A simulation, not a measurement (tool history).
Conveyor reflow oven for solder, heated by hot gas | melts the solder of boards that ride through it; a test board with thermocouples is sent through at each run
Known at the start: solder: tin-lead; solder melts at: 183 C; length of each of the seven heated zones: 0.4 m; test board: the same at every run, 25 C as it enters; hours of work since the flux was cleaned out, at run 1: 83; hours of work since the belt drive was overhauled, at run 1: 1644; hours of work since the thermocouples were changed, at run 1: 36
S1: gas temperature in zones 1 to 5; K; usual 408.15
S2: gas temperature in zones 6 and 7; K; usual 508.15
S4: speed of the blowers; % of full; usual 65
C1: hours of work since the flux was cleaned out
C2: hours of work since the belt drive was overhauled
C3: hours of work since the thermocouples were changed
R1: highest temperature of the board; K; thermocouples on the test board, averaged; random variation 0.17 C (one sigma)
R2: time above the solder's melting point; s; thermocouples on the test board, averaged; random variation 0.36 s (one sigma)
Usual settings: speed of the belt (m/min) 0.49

run 1 hour=0 | S1=408.15 S2=508.15 speed_of_the_belt_(m/min)=0.49 S4=65 | C1=83 C2=1644 C3=36 | R1=489.65 R2=73.9
run 2 hour=60.3 | S1=408.15 S2=508.15 speed_of_the_belt_(m/min)=0.535 S4=65 | C1=130 C2=1690 C3=83 | R1=485.85 R2=63.4
-- hour=76.5 belt drive overhauled, speed set with a stopwatch
run 3 hour=125.8 | S1=408.15 S2=508.15 speed_of_the_belt_(m/min)=0.535 S4=65 | C1=177 C2=38 C3=131 | R1=484.15 R2=57.3
-- hour=145.4 flux residue cleaned out of gas plates and filters
run 4 hour=168.8 | S1=408.15 S2=508.15 speed_of_the_belt_(m/min)=0.535 S4=84 | C1=18 C2=68 C3=160 | R1=489.45 R2=64.8
run 5 hour=238.6 | S1=408.15 S2=508.15 speed_of_the_belt_(m/min)=0.49 S4=55 | C1=72 C2=122 C3=214 | R1=482.65 R2=61.1
run 6 hour=290.9 | S1=408.15 S2=508.15 speed_of_the_belt_(m/min)=0.49 S4=55 | C1=113 C2=162 C3=255 | R1=482.45 R2=60.8
run 7 hour=359.4 | S1=408.15 S2=508.15 speed_of_the_belt_(m/min)=0.49 S4=65 | C1=166 C2=215 C3=308 | R1=486.35 R2=66.5
-- hour=390.8 flux residue cleaned out of gas plates and filters
run 8 hour=421 | S1=408.15 S2=508.15 speed_of_the_belt_(m/min)=0.49 S4=54 | C1=23 C2=259 C3=352 | R1=484.35 R2=63.5
run 9 hour=464.7 | S1=408.15 S2=508.15 speed_of_the_belt_(m/min)=0.49 S4=54 | C1=57 C2=293 C3=385 | R1=484.35 R2=63.8
run 10 hour=508.1 | S1=408.15 S2=508.15 speed_of_the_belt_(m/min)=0.49 S4=51 | C1=91 C2=327 C3=419 | R1=482.65 R2=61.5
-- hour=536.2 flux residue cleaned out of gas plates and filters, once more
run 11 hour=561.1 | S1=408.15 S2=508.15 speed_of_the_belt_(m/min)=0.49 S4=51 | C1=19 C2=364 C3=456 | R1=482.85 R2=62
run 12 hour=592.6 | S1=408.15 S2=513.15 speed_of_the_belt_(m/min)=0.49 S4=65 | C1=44 C2=388 C3=481 | R1=493.15 R2=73.7
run 13 hour=623 | S1=408.15 S2=513.15 speed_of_the_belt_(m/min)=0.49 S4=65 | C1=67 C2=412 C3=504 | R1=493.15 R2=74
run 14 hour=654.7 | S1=408.15 S2=513.15 speed_of_the_belt_(m/min)=0.41 S4=65 | C1=92 C2=436 C3=529 | R1=499.55 R2=95.8
run 15 hour=687 | S1=408.15 S2=513.15 speed_of_the_belt_(m/min)=0.41 S4=65 | C1=117 C2=461 C3=554 | R1=499.05 R2=95.9
run 16 hour=718.8 | S1=408.15 S2=499.15 speed_of_the_belt_(m/min)=0.41 S4=70 | C1=142 C2=486 C3=579 | R1=487.95 R2=85.7
-- hour=785.2 flux residue cleaned out of gas plates and filters
run 17 hour=792.1 | S1=418.15 S2=513.15 speed_of_the_belt_(m/min)=0.49 S4=65 | C1=5 C2=539 C3=631 | R1=495.95 R2=82.1
run 18 hour=851.4 | S1=408.15 S2=512.15 speed_of_the_belt_(m/min)=0.506 S4=65 | C1=51 C2=585 C3=677 | R1=491.75 R2=71.2
run 19 hour=880.8 | S1=408.15 S2=514.15 speed_of_the_belt_(m/min)=0.49 S4=65 | C1=74 C2=608 C3=700 | R1=494.55 R2=75.9
run 20 hour=928.4 | S1=408.15 S2=514.15 speed_of_the_belt_(m/min)=0.49 S4=65 | C1=111 C2=645 C3=737 | R1=494.35 R2=75.9
run 21 hour=979 | S1=408.15 S2=514.15 speed_of_the_belt_(m/min)=0.49 S4=65 | C1=150 C2=684 C3=776 | R1=494.55 R2=76.3

Forecast run 22:
-- hour=1032.3 flux residue cleaned out of gas plates and filters
run 22 hour=1046.4 | S1=408.15 S2=517.15 speed_of_the_belt_(m/min)=0.49 S4=56 | C1=11 C2=732 C3=825 | R1=? R2=?

R1: 493.85 K
R2: 75.4 s
Without the tool's hidden state the same run would have given R1 491.65 K, R2 71.8 s.

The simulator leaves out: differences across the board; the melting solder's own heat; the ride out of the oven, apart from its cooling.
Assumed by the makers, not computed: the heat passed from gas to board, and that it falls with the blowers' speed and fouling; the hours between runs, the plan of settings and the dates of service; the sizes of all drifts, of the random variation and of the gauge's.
